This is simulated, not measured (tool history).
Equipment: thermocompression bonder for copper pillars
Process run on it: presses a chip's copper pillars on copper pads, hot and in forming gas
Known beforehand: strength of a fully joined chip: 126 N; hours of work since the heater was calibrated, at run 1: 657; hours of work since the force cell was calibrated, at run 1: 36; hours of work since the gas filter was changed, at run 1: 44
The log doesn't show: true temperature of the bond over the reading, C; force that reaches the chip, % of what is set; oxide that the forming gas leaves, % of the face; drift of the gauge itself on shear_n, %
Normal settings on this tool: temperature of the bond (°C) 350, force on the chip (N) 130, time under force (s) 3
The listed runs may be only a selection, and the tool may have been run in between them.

run	day	temperature of the bond (°C)	force on the chip (N)	time under force (s)	hours of work since the heater was calibrated	hours of work since the force cell was calibrated	hours of work since the gas filter was changed	force that shears a chip off (N)
1	0.000	350	130	3	657	36	44	81.8
2	0.462	350	130	3	664	42	50	81.7
3	0.808	350	130	3	669	47	55	80.0
4	1.275	350	130	3	676	54	62	81.5
5	1.712	350	130	3	682	60	68	80.9
6	1.921	350	130	3	685	63	71	81.1
7	2.288	350	185	3	690	69	77	94.8
8	2.712	350	185	3	696	75	83	92.6
9	2.938	350	87	3	699	78	86	66.4
10	3.217	350	87	3	703	82	90	66.5
11	3.667	350	87	3	710	88	96	67.2
12	4.117	350	173	3	716	95	103	90.1
13	4.367	350	173	3	720	98	106	90.6
14	4.721	350	110	3	725	103	111	75.1
15	5.058	320	130	5	730	108	116	77.3
16	5.512	320	85	5	736	115	123	62.3
17	5.962	320	83	5	743	121	129	61.9
18	6.192	320	83	5	746	125	133	61.7
19	6.675	320	92	8	753	132	140	75.8
20	7.129	350	176	8	760	138	146	109.2
21	7.333	380	130	2	763	141	149	84.6
22	7.775	331	171	3	769	147	155	80.7
23	8.233	331	130	3	775	154	162	71.5

5 options for the next run, each taken on its own from the tool as it stands now. Forecast them:
A	8.625	331	130	4	781	160	168	?
B	8.625	376	132	2	781	160	168	?
C	8.625	371	95	3	781	160	168	?
D	8.625	327	84	2	781	160	168	?
E	8.625	331	94	5	781	160	168	?

run	force that shears a chip off (N)
A	76.6
B	82.0
C	77.2
D	45.8
E	70.5
What these runs would have given with no unlogged condition in the tool:
run	force that shears a chip off (N)
A	79.7
B	85.1
C	80.2
D	47.8
E	73.5
